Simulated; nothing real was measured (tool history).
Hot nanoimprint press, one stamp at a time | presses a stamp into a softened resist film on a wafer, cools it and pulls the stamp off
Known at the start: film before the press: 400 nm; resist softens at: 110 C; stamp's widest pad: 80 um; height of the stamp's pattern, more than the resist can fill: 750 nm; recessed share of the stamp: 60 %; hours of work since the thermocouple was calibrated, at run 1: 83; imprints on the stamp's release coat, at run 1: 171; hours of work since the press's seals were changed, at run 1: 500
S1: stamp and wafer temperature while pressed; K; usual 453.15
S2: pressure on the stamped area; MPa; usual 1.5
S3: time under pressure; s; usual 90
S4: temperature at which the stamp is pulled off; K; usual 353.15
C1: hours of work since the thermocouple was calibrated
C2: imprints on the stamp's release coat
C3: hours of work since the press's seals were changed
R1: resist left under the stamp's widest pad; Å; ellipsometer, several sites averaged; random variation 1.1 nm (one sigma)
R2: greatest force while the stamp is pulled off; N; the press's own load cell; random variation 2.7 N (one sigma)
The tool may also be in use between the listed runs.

| run | hour | S1 | S2 | S3 | S4 | C1 | C2 | C3 | R1 | R2 |
|---|---|---|---|---|---|---|---|---|---|---|
| 1 | 0 | 453.15 | 1.5 | 90 | 353.15 | 83 | 171 | 500 | 1634 | 132 |
| 2 | 64.2 | 453.15 | 1.5 | 90 | 353.15 | 115 | 336 | 531 | 1641 | 142 |
| 3 | 123.9 | 453.15 | 1.5 | 90 | 353.15 | 144 | 490 | 560 | 1653 | 142 |
| 4 | 169.1 | 453.15 | 1.5 | 90 | 353.15 | 166 | 606 | 582 | 1667 | 155 |
| 5 | 248.3 | 453.15 | 1.5 | 90 | 353.15 | 205 | 810 | 621 | 1661 | 160 |
| 6 | 333.5 | 453.15 | 1.5 | 90 | 353.15 | 247 | 1029 | 663 | 1692 | 160 |
|  | 361.4 | stamp cleaned and given a new release coat |
| 7 | 402.4 | 453.15 | 1.5 | 90 | 353.15 | 277 | 105 | 693 | 1720 | 131 |
| 8 | 469.1 | 456.15 | 1.5 | 90 | 353.15 | 310 | 277 | 726 | 1474 | 142 |
| 9 | 531 | 456.15 | 1.5 | 90 | 353.15 | 340 | 436 | 756 | 1508 | 151 |
| 10 | 596.2 | 458.15 | 1.52 | 103 | 357.15 | 372 | 604 | 788 | 1275 | 134 |
| 11 | 658.1 | 444.15 | 1.18 | 53 | 347.15 | 402 | 763 | 818 | 3198 | 185 |
| 12 | 724.6 | 462.15 | 1.5 | 166 | 346.15 | 435 | 934 | 851 | 867 | 193 |
|  | 788.8 | stamp cleaned and given a new release coat |
| 13 | 821.6 | 455.15 | 1.65 | 61 | 353.15 | 479 | 84 | 895 | 1803 | 139 |

Forecast each of these 5 alternatives for the next run:
|  | 869.8 | plate thermocouple calibrated |
| A | 916.5 | 456.15 | 1.35 | 90 | 353.15 | 23 | 321 | 940 | ? | ? |
|  | 869.8 | plate thermocouple calibrated |
| B | 916.5 | 457.15 | 1.65 | 61 | 350.15 | 23 | 321 | 940 | ? | ? |
|  | 869.8 | plate thermocouple calibrated |
| C | 916.5 | 455.15 | 1.65 | 73 | 350.15 | 23 | 321 | 940 | ? | ? |
|  | 869.8 | plate thermocouple calibrated |
| D | 916.5 | 453.15 | 1.5 | 90 | 345.15 | 23 | 321 | 940 | ? | ? |
|  | 869.8 | plate thermocouple calibrated |
| E | 916.5 | 453.15 | 1.65 | 174 | 353.15 | 23 | 321 | 940 | ? | ? |

| run | R1 | R2 |
|---|---|---|
| A | 1465 | 141 |
| B | 1480 | 149 |
| C | 1505 | 150 |
| D | 1622 | 165 |
| E | 1185 | 135 |
Without the tool's hidden state the same runs would have given:
| run | R1 | R2 |
|---|---|---|
| A | 1420 | 130 |
| B | 1427 | 138 |
| C | 1450 | 139 |
| D | 1568 | 153 |
| E | 1140 | 125 |
